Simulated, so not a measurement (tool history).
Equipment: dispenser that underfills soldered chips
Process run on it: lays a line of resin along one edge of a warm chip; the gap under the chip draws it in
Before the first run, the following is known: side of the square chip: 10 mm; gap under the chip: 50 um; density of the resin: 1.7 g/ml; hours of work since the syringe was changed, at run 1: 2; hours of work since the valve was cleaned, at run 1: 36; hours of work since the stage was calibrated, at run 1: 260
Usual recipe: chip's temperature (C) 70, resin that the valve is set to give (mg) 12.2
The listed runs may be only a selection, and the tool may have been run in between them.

| run | hour | chip's temperature (C) | resin that the valve is set to give (mg) | hours of work since the syringe was changed | hours of work since the valve was cleaned | hours of work since the stage was calibrated | time until the resin shows at the far edge (s) | resin that the valve gave (mg) |
|---|---|---|---|---|---|---|---|---|
| 1 | 0.0 | 70 | 12.2 | 2 | 36 | 260 | 42.6 | 11.81 |
|  | 5.5 | new syringe of resin |
| 2 | 7.8 | 70 | 12.2 | 2 | 41 | 265 | 41.1 | 11.71 |
|  | 13.4 | new syringe of resin |
| 3 | 15.4 | 70 | 12.2 | 1 | 47 | 271 | 41.8 | 11.73 |
| 4 | 20.7 | 70 | 12.2 | 5 | 51 | 274 | 52.3 | 11.70 |
|  | 21.6 | new syringe of resin |
|  | 25.3 | dispensing valve cleaned and set on the balance |
| 5 | 26.6 | 70 | 12.2 | 3 | 1 | 278 | 46.1 | 12.25 |
|  | 30.5 | new syringe of resin |
| 6 | 34.7 | 70 | 12.2 | 3 | 7 | 284 | 44.8 | 12.14 |
|  | 38.6 | new syringe of resin |
| 7 | 40.0 | 69 | 12.2 | 1 | 10 | 287 | 41.7 | 12.06 |
| 8 | 45.0 | 80 | 10.5 | 5 | 14 | 291 | 34.8 | 10.35 |
|  | 46.9 | new syringe of resin |
|  | 54.9 | new syringe of resin |
| 9 | 55.5 | 65 | 13.1 | 0 | 21 | 298 | 46.9 | 12.91 |
| 10 | 61.8 | 65 | 13.1 | 5 | 26 | 303 | 62.8 | 12.83 |
|  | 62.7 | new syringe of resin |
| 11 | 66.9 | 65 | 12.0 | 3 | 29 | 306 | 58.2 | 11.71 |

What does the tool deliver on the next run?
|  | 71.1 | new syringe of resin |
| 12 | 77.4 | 62 | 15.2 | 5 | 37 | 314 | ? | ? |

Logged for run 12: time until the resin shows at the far edge (s) 67.6, resin that the valve gave (mg) 14.69.
Had the tool carried no hidden state, the very same run would have given time until the resin shows at the far edge (s) 53.3, resin that the valve gave (mg) 15.18.

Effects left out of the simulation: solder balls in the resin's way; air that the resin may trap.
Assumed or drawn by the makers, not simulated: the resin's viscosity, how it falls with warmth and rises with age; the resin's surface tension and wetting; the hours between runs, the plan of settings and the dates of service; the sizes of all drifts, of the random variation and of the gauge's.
